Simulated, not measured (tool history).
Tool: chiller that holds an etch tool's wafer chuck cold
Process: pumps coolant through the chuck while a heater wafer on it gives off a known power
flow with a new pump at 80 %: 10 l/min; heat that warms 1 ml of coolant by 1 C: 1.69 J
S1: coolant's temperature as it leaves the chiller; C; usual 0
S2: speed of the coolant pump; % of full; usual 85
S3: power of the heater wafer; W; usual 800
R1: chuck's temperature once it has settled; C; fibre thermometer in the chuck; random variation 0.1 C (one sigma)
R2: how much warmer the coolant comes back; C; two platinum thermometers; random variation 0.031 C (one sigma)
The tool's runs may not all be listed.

run	hour	S1	S2	S3	R1	R2
1	0.0	0	85	800	7.1	2.96
2	87.3	5	85	800	12.2	3.00
3	209.7	5	85	800	12.3	2.95
4	283.4	0	100	800	6.8	2.57
5	361.0	0	100	800	6.7	2.53
6	428.3	0	85	800	7.5	3.02
7	535.0	0	85	459	4.4	1.73
8	656.0	0	85	459	4.5	1.72
9	747.1	0	85	459	4.3	1.77
10	880.3	0	85	459	4.6	1.74
11	1009.3	0	85	776	7.4	3.01
12	1068.8	0	85	776	7.2	2.99
13	1164.8	0	71	800	8.3	3.70
14	1298.9	0	85	800	7.7	3.02
15	1378.1	0	85	800	7.9	3.16
16	1509.1	0	85	800	7.9	3.15
17	1646.7	0	62	445	5.5	2.43
18	1734.4	0	79	998	10.3	4.25
19	1822.4	0	79	998	10.5	4.22
20	1920.9	5	87	998	14.6	3.89
21	2011.0	5	87	998	14.8	3.82
# hour 2020.7: chiller's thermometer calibrated
22	2082.0	8	77	598	15.0	2.65
23	2200.9	-1	81	1128	11.0	4.71
24	2319.4	-1	81	1128	11.0	4.76
# hour 2329.5: chiller's thermometer calibrated, once more
25	2394.1	-1	81	1128	9.7	4.75
26	2454.8	-1	77	800	6.8	3.54
27	2529.9	6	77	800	14.0	3.55
28	2657.3	8	65	648	15.4	3.52
29	2727.0	-5	65	653	2.3	3.54
30	2810.7	-5	65	653	2.3	3.49
31	2922.0	-5	65	653	2.5	3.53

Some steps in R1 between neighbouring runs. How much of each would the tool show without its hidden state too (settings, what came in, random variation), and how much is left for the hidden state, with any gauge scatter that isn't in both results?
The hidden state here: heat passed by the chuck's channels, % of clean ones'; flow at a given pump speed, % of a new pump's; coolant's true temperature over the reading, C; drift of the gauge itself on chuck_c, C; drift of the gauge itself on warmer_back_c, C.
Run 3 -> 4: S1 5 -> 0, S2 85 -> 100. R1 -5.5 C: hidden state +0.0, all else -5.5.
Run 17 -> 18: S2 62 -> 79, S3 445 -> 998. R1 +4.8 C: hidden state +0.8, all else +4.0.
Run 22 -> 23: S1 8 -> -1, S2 77 -> 81, S3 598 -> 1128. R1 -4.0 C: hidden state +0.9, all else -4.9.
Run 24 -> 25: chiller's thermometer calibrated, once more. R1 -1.3 C: hidden state -1.2, all else -0.1.
Run 26 -> 27: S1 -1 -> 6. R1 +7.2 C: hidden state +0.1, all else +7.1.
Run 28 -> 29: S1 8 -> -5, S3 648 -> 653. R1 -13.1 C: hidden state +0.0, all else -13.1.
